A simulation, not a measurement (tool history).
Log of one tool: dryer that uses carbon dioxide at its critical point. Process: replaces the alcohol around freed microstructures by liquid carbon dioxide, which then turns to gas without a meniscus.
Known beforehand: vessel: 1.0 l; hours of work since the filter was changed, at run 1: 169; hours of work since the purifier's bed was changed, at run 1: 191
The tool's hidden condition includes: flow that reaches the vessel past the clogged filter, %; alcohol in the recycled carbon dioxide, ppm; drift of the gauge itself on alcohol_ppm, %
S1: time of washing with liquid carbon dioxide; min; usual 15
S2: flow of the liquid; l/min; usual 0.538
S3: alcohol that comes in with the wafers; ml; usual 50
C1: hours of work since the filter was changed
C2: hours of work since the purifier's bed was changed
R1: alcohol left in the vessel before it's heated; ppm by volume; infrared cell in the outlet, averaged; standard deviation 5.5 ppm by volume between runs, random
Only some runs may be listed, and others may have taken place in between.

run 1 day=0.000 | S1=15 S2=0.538 S3=50 | C1=169 C2=191 | R1=244
run 2 day=0.325 | S1=15 S2=0.538 S3=50 | C1=173 C2=195 | R1=251
run 3 day=0.900 | S1=15 S2=0.538 S3=50 | C1=180 C2=202 | R1=248
run 4 day=1.312 | S1=15 S2=0.538 S3=50 | C1=185 C2=207 | R1=257
run 5 day=1.754 | S1=15 S2=0.538 S3=50 | C1=190 C2=212 | R1=257
run 6 day=2.150 | S1=15 S2=0.538 S3=50 | C1=195 C2=217 | R1=257
run 7 day=2.762 | S1=15 S2=0.538 S3=50 | C1=202 C2=224 | R1=256
run 8 day=3.038 | S1=15 S2=0.538 S3=50 | C1=206 C2=228 | R1=259
run 9 day=3.342 | S1=15 S2=0.538 S3=50 | C1=209 C2=231 | R1=273
run 10 day=3.842 | S1=15 S2=0.538 S3=91 | C1=215 C2=237 | R1=450
run 11 day=4.338 | S1=15 S2=0.563 S3=91 | C1=221 C2=243 | R1=370
run 12 day=4.771 | S1=15 S2=0.563 S3=91 | C1=226 C2=248 | R1=358
run 13 day=5.204 | S1=15 S2=0.563 S3=91 | C1=231 C2=253 | R1=388
run 14 day=5.492 | S1=15 S2=0.538 S3=50 | C1=235 C2=257 | R1=286
run 15 day=6.033 | S1=15 S2=0.538 S3=50 | C1=241 C2=263 | R1=284
run 16 day=6.312 | S1=15 S2=0.538 S3=60 | C1=245 C2=267 | R1=345
run 17 day=6.583 | S1=15 S2=0.400 S3=50 | C1=248 C2=270 | R1=958
run 18 day=7.167 | S1=15 S2=0.400 S3=120 | C1=255 C2=277 | R1=2273
run 19 day=7.646 | S1=15 S2=0.333 S3=120 | C1=261 C2=283 | R1=4390
run 20 day=8.004 | S1=15 S2=0.333 S3=120 | C1=265 C2=287 | R1=4566
run 21 day=8.429 | S1=15 S2=0.333 S3=120 | C1=270 C2=292 | R1=4533
run 22 day=9.000 | S1=15 S2=0.333 S3=120 | C1=277 C2=299 | R1=4414
run 23 day=9.383 | S1=15 S2=0.333 S3=120 | C1=281 C2=303 | R1=4375
run 24 day=9.696 | S1=18 S2=0.762 S3=50 | C1=285 C2=307 | R1=77
run 25 day=10.179 | S1=17 S2=0.538 S3=50 | C1=291 C2=313 | R1=186
run 26 day=10.500 | S1=15 S2=0.538 S3=63 | C1=295 C2=317 | R1=375
run 27 day=10.962 | S1=15 S2=0.538 S3=63 | C1=300 C2=322 | R1=388
run 28 day=11.358 | S1=13 S2=0.591 S3=50 | C1=305 C2=327 | R1=398
run 29 day=11.946 | S1=9 S2=0.538 S3=38 | C1=312 C2=334 | R1=1690
run 30 day=12.354 | S1=14 S2=0.538 S3=38 | C1=317 C2=339 | R1=350
run 31 day=13.012 | S1=14 S2=0.850 S3=50 | C1=325 C2=347 | R1=88
run 32 day=13.467 | S1=14 S2=0.850 S3=50 | C1=330 C2=352 | R1=87
run 33 day=14.071 | S1=18 S2=0.850 S3=62 | C1=337 C2=359 | R1=69
run 34 day=14.579 | S1=21 S2=0.345 S3=22 | C1=343 C2=365 | R1=274
run 35 day=15.033 | S1=15 S2=0.455 S3=50 | C1=349 C2=371 | R1=688
run 36 day=15.658 | S1=15 S2=0.352 S3=50 | C1=356 C2=378 | R1=1765
run 37 day=15.933 | S1=15 S2=0.352 S3=23 | C1=360 C2=382 | R1=837
run 38 day=16.404 | S1=10 S2=0.549 S3=46 | C1=365 C2=387 | R1=1417
run 39 day=16.992 | S1=21 S2=0.825 S3=40 | C1=372 C2=394 | R1=78
run 40 day=17.483 | S1=21 S2=0.825 S3=40 | C1=378 C2=400 | R1=82
run 41 day=17.983 | S1=13 S2=0.360 S3=90 | C1=384 C2=406 | R1=4548
run 42 day=18.421 | S1=16 S2=0.538 S3=50 | C1=389 C2=411 | R1=276
run 43 day=18.867 | S1=16 S2=0.538 S3=50 | C1=395 C2=417 | R1=287
run 44 day=19.279 | S1=16 S2=0.698 S3=50 | C1=400 C2=422 | R1=128
run 45 day=19.712 | S1=16 S2=0.698 S3=50 | C1=405 C2=427 | R1=117
run 46 day=20.100 | S1=17 S2=0.698 S3=33 | C1=409 C2=431 | R1=99

A few steps of R1 between consecutive runs. Split each: what settings, incoming material and random variation would produce without the hidden state, and what is left over for the hidden state, along with gauge scatter present in only one of the two compared results (measured, and without hidden state):
Run 23 -> 24: S1 15 -> 18, S2 0.333 -> 0.762, S3 120 -> 50. R1 -4298 ppm by volume: hidden state -1072, all else -3226.
Run 40 -> 41: S1 21 -> 13, S2 0.825 -> 0.360, S3 40 -> 90. R1 +4466 ppm by volume: hidden state +1338, all else +3128.
Run 41 -> 42: S1 13 -> 16, S2 0.360 -> 0.538, S3 90 -> 50. R1 -4272 ppm by volume: hidden state -1240, all else -3032.
